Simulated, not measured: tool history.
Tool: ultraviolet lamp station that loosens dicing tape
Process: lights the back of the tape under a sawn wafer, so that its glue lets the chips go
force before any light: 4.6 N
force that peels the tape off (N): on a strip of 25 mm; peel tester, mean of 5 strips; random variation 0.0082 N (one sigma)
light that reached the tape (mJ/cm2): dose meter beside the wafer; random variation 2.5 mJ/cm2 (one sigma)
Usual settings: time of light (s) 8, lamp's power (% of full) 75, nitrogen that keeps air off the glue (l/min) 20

run	hour	time of light (s)	lamp's power (% of full)	nitrogen that keeps air off the glue (l/min)	force that peels the tape off (N)	light that reached the tape (mJ/cm2)
1	0.0	8	75	20	0.443	258
2	40.9	7	75	20	0.609	213
3	64.5	8	75	12	0.632	241
4	87.7	5	75	12	1.378	149
5	113.5	5	75	12	1.375	149
6	142.2	5	75	12	1.411	147
# hour 180.4: window cleaned of glue's vapour
7	184.7	8	75	20	0.444	263
8	211.6	8	62	21	0.604	210
9	252.1	4	98	8	1.410	165
10	301.2	4	98	8	1.433	162
11	351.8	8	60	7	1.286	186
12	396.6	10	70	17	0.456	265
13	427.7	13	70	17	0.257	342
14	466.3	13	70	17	0.280	336

Forecast each of these 3 alternatives for the next run:
A	496.4	5	89	13	?	?
B	496.4	6	73	9	?	?
C	496.4	16	64	17	?	?

run	force that peels the tape off (N)	light that reached the tape (mJ/cm2)
A	1.187	160
B	1.492	157
C	0.225	368
Without the tool's hidden state the same runs would have given:
run	force that peels the tape off (N)	light that reached the tape (mJ/cm2)
A	0.746	218
B	0.989	215
C	0.129	504
